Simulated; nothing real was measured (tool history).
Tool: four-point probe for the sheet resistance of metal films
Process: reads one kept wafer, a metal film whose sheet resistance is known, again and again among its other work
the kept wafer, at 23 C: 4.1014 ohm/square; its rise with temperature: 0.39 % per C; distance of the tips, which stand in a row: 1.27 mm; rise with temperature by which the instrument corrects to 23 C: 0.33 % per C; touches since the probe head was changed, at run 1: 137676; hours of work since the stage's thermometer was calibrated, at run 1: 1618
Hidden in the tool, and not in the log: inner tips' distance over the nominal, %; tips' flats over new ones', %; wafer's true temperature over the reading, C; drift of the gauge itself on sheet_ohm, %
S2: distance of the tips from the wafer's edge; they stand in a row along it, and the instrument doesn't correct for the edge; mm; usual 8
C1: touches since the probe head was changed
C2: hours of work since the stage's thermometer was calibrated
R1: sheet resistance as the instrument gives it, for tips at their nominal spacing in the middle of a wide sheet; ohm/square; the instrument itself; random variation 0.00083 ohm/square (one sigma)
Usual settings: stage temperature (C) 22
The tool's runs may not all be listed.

run 1 hour=0.0 | stage_temperature_(C)=22 S2=8 | C1=137676 C2=1618 | R1=4.224878
run 2 hour=67.2 | stage_temperature_(C)=22 S2=8 | C1=139647 C2=1666 | R1=4.227149
run 3 hour=193.7 | stage_temperature_(C)=22 S2=3 | C1=143354 C2=1757 | R1=4.534363
run 4 hour=321.9 | stage_temperature_(C)=22 S2=3 | C1=147114 C2=1850 | R1=4.535141
-- hour=382.3 stage's thermometer calibrated
run 5 hour=405.3 | stage_temperature_(C)=22 S2=8 | C1=149541 C2=17 | R1=4.221152
run 6 hour=524.7 | stage_temperature_(C)=22 S2=8 | C1=153042 C2=103 | R1=4.222064
run 7 hour=590.6 | stage_temperature_(C)=30 S2=8 | C1=154974 C2=150 | R1=4.243210
run 8 hour=666.5 | stage_temperature_(C)=30 S2=8 | C1=157200 C2=205 | R1=4.243034
-- hour=706.3 new probe head fitted
run 9 hour=804.0 | stage_temperature_(C)=30 S2=8 | C1=2861 C2=304 | R1=4.159972
run 10 hour=890.4 | stage_temperature_(C)=30 S2=8 | C1=5397 C2=366 | R1=4.160833
run 11 hour=1013.5 | stage_temperature_(C)=30 S2=8 | C1=9005 C2=455 | R1=4.161132
run 12 hour=1086.7 | stage_temperature_(C)=23 S2=55 | C1=11151 C2=508 | R1=4.093965
run 13 hour=1201.2 | stage_temperature_(C)=30 S2=27 | C1=14508 C2=590 | R1=4.113790
run 14 hour=1322.2 | stage_temperature_(C)=30 S2=27 | C1=18053 C2=678 | R1=4.114157
run 15 hour=1441.8 | stage_temperature_(C)=30 S2=3 | C1=21561 C2=764 | R1=4.469422
run 16 hour=1539.2 | stage_temperature_(C)=22 S2=22 | C1=24416 C2=834 | R1=4.100975
run 17 hour=1641.5 | stage_temperature_(C)=19 S2=8 | C1=27413 C2=908 | R1=4.143057
run 18 hour=1748.0 | stage_temperature_(C)=22 S2=35 | C1=30537 C2=985 | R1=4.097167
run 19 hour=1867.2 | stage_temperature_(C)=18 S2=15 | C1=34029 C2=1071 | R1=4.103322
run 20 hour=1981.1 | stage_temperature_(C)=22 S2=8 | C1=37368 C2=1153 | R1=4.153693
run 21 hour=2078.4 | stage_temperature_(C)=25 S2=8 | C1=40222 C2=1224 | R1=4.160881

The same runs without the tool's hidden state, with the same run-to-run variation:
run=1 R1=4.154798
run=2 R1=4.156333
run=3 R1=4.457497
run=4 R1=4.456827
run=5 R1=4.153611
run=6 R1=4.153335
run=7 R1=4.173478
run=8 R1=4.172496
run=9 R1=4.172914
run=10 R1=4.172888
run=11 R1=4.171935
run=12 R1=4.103902
run=13 R1=4.122708
run=14 R1=4.121870
run=15 R1=4.476384
run=16 R1=4.106318
run=17 R1=4.147329
run=18 R1=4.100295
run=19 R1=4.105193
run=20 R1=4.154428
run=21 R1=4.160611

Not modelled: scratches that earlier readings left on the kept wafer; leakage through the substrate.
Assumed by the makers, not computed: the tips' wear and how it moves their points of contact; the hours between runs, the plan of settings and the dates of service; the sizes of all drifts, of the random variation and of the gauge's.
